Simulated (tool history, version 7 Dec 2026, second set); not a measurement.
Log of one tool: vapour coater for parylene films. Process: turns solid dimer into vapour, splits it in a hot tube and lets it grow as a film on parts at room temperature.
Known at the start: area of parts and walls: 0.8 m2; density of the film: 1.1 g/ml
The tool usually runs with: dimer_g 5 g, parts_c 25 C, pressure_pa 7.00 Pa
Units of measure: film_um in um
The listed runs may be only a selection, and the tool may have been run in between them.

Run 1, day 0.000: usual settings. Result: film_um 2.441 um.
Run 2, day 0.629: usual settings. Result: film_um 2.425 um.
Run 3, day 2.012: usual settings. Result: film_um 2.439 um.
Run 4, day 3.217: usual settings. Result: film_um 2.433 um.
Run 5, day 4.408: usual settings. Result: film_um 2.441 um.
Run 6, day 5.654: usual settings. Result: film_um 2.449 um.
Run 7, day 6.958: usual settings. Result: film_um 2.443 um.
Run 8, day 8.233: usual settings but dimer_g 3 g. Result: film_um 1.465 um.
Run 9, day 9.092: usual settings but dimer_g 6 g. Result: film_um 2.928 um.
Run 10, day 10.221: usual settings but dimer_g 6 g. Result: film_um 2.944 um.
Run 11, day 11.383: usual settings but dimer_g 3 g. Result: film_um 1.481 um.
Run 12, day 12.629: usual settings but pressure_pa 6.62 Pa. Result: film_um 2.489 um.
Run 13, day 13.575: usual settings but pressure_pa 4.06 Pa. Result: film_um 2.721 um.
Run 14, day 14.717: usual settings but pressure_pa 3.70 Pa. Result: film_um 2.775 um.
Run 15, day 15.679: usual settings but pressure_pa 3.70 Pa. Result: film_um 2.772 um.
Run 16, day 16.854: usual settings but pressure_pa 3.70 Pa. Result: film_um 2.775 um.
Run 17, day 17.788: usual settings but pressure_pa 4.66 Pa. Result: film_um 2.648 um.
Run 18, day 18.754: usual settings but pressure_pa 4.66 Pa. Result: film_um 2.660 um.
Run 19, day 19.342: usual settings but pressure_pa 4.66 Pa. Result: film_um 2.663 um.
Run 20, day 20.575: usual settings but dimer_g 2 g. Result: film_um 0.985 um.
Run 21, day 21.796: usual settings but dimer_g 4 g, parts_c 23 C, pressure_pa 9.29 Pa. Result: film_um 1.994 um.

Alternative continuations, all from the tool just after run 21; predict every row:
Run A, day 22.496: usual settings but dimer_g 3 g, parts_c 36 C, pressure_pa 6.97 Pa. Result: film_um ?.
Run B, day 22.496: usual settings but dimer_g 4 g, parts_c 26 C, pressure_pa 9.29 Pa. Result: film_um ?.
Run C, day 22.496: usual settings but dimer_g 2 g, parts_c 23 C, pressure_pa 3.45 Pa. Result: film_um ?.

run  film_um
  A    1.060
  B    1.805
  C    1.205
Stripped of hidden state, with their random variation kept, the same runs would have yielded:
run  film_um
  A    1.047
  B    1.782
  C    1.190

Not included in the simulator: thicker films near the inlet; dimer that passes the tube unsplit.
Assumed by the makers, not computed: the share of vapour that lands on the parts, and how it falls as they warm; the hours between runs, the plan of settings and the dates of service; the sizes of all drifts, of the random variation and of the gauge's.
